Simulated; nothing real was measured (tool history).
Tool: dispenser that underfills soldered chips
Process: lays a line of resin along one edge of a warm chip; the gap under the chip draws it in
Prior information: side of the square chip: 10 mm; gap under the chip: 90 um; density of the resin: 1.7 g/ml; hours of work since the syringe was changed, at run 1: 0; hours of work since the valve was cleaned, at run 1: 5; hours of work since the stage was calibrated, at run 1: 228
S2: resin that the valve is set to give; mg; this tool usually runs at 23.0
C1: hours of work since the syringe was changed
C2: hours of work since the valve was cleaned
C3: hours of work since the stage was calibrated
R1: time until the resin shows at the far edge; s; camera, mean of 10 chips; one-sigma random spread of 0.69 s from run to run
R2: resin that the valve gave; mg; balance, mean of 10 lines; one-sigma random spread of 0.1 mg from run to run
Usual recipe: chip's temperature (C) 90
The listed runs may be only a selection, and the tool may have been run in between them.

Run 1, hour 0.0: usual settings; C1 0; C2 5; C3 228. Result: R1 64.4 s, R2 22.79 mg.
Run 2, hour 11.8: usual settings; C1 8; C2 13; C3 236. Result: R1 129.3 s, R2 22.86 mg.
At hour 14.8: new syringe of resin.
Run 3, hour 20.1: usual settings but S2 24.6 mg; C1 3; C2 18; C3 241. Result: R1 85.9 s, R2 24.24 mg.
At hour 29.1: new syringe of resin.
Run 4, hour 30.8: usual settings but S2 24.6 mg; C1 1; C2 25; C3 248. Result: R1 73.2 s, R2 23.80 mg.
Run 5, hour 36.7: usual settings; C1 5; C2 29; C3 252. Result: R1 103.0 s, R2 22.35 mg.
At hour 44.0: new syringe of resin.
Run 6, hour 44.5: usual settings; C1 0; C2 33; C3 257. Result: R1 68.6 s, R2 22.33 mg.
Run 7, hour 50.4: usual settings; C1 4; C2 37; C3 261. Result: R1 93.5 s, R2 22.24 mg.
At hour 59.3: new syringe of resin.
Run 8, hour 61.4: usual settings but chip's temperature (C) 92; C1 1; C2 44; C3 268. Result: R1 72.3 s, R2 21.91 mg.
Run 9, hour 67.9: usual settings but chip's temperature (C) 92; C1 6; C2 48; C3 272. Result: R1 101.3 s, R2 21.91 mg.
At hour 73.8: new syringe of resin.
Run 10, hour 79.0: usual settings but chip's temperature (C) 92; C1 3; C2 55; C3 279. Result: R1 83.2 s, R2 21.65 mg.
Run 11, hour 86.6: usual settings but chip's temperature (C) 95; C1 8; C2 60; C3 284. Result: R1 113.5 s, R2 21.62 mg.
At hour 88.8: new syringe of resin.
Run 12, hour 97.1: usual settings but chip's temperature (C) 95; C1 5; C2 67; C3 290. Result: R1 90.0 s, R2 21.49 mg.
At hour 103.7: new syringe of resin.
Run 13, hour 106.5: usual settings but chip's temperature (C) 93, S2 20.9 mg; C1 2; C2 73; C3 296. Result: R1 73.2 s, R2 19.58 mg.
Run 14, hour 113.2: usual settings but S2 27.2 mg; C1 6; C2 77; C3 301. Result: R1 110.1 s, R2 25.22 mg.
At hour 118.3: new syringe of resin.
Run 15, hour 126.8: usual settings but S2 22.5 mg; C1 6; C2 86; C3 309. Result: R1 110.9 s, R2 20.69 mg.
At hour 133.0: new syringe of resin.
Run 16, hour 135.3: usual settings but chip's temperature (C) 80, S2 27.8 mg; C1 1; C2 91; C3 315. Result: R1 107.5 s, R2 25.19 mg.
At hour 147.3: new syringe of resin.
Run 17, hour 148.4: usual settings but chip's temperature (C) 80, S2 27.8 mg; C1 1; C2 100; C3 323. Result: R1 102.3 s, R2 25.15 mg.
Run 18, hour 155.8: usual settings but chip's temperature (C) 88, S2 21.0 mg; C1 6; C2 104; C3 328. Result: R1 122.7 s, R2 18.94 mg.
At hour 161.9: dispensing valve cleaned and set on the balance.
At hour 163.5: new syringe of resin.
Run 19, hour 165.0: usual settings but S2 23.2 mg; C1 1; C2 2; C3 333. Result: R1 73.0 s, R2 23.07 mg.
Run 20, hour 175.8: usual settings but chip's temperature (C) 93; C1 8; C2 9; C3 340. Result: R1 120.9 s, R2 22.74 mg.
At hour 177.9: new syringe of resin.
Run 21, hour 189.1: usual settings but chip's temperature (C) 93; C1 7; C2 17; C3 348. Result: R1 111.7 s, R2 22.67 mg.
At hour 192.8: new syringe of resin.
Run 22, hour 195.1: usual settings but chip's temperature (C) 83, S2 28.3 mg; C1 1; C2 21; C3 352. Result: R1 94.7 s, R2 27.42 mg.
Run 23, hour 201.7: usual settings but S2 23.9 mg; C1 6; C2 25; C3 356. Result: R1 107.8 s, R2 23.35 mg.
At hour 207.0: new syringe of resin.
Run 24, hour 209.7: usual settings but chip's temperature (C) 87, S2 22.8 mg; C1 2; C2 30; C3 361. Result: R1 88.6 s, R2 21.98 mg.

5 options for the next run, each taken on its own from the tool as it stands now. Forecast them:
Run A, hour 220.8: usual settings but chip's temperature (C) 83, S2 29.2 mg; C1 9; C2 37; C3 368. Result: R1 ?, R2 ?.
Run B, hour 220.8: usual settings but chip's temperature (C) 101, S2 29.7 mg; C1 9; C2 37; C3 368. Result: R1 ?, R2 ?.
Run C, hour 220.8: usual settings but chip's temperature (C) 82, S2 20.6 mg; C1 9; C2 37; C3 368. Result: R1 ?, R2 ?.
Run D, hour 220.8: usual settings but chip's temperature (C) 82, S2 21.1 mg; C1 9; C2 37; C3 368. Result: R1 ?, R2 ?.
Run E, hour 220.8: usual settings but chip's temperature (C) 93, S2 29.2 mg; C1 9; C2 37; C3 368. Result: R1 ?, R2 ?.

run     R1     R2
  A  188.0  28.25
  B   98.1  28.55
  C  201.0  19.85
  D  201.1  20.40
  E  129.8  28.09
The same runs, with their run-to-run variation unchanged, on a tool lacking any hidden condition would have given:
run    R1     R2
  A  80.4  29.34
  B  42.6  29.65
  C  85.3  20.62
  D  85.2  21.19
  E  55.8  29.18
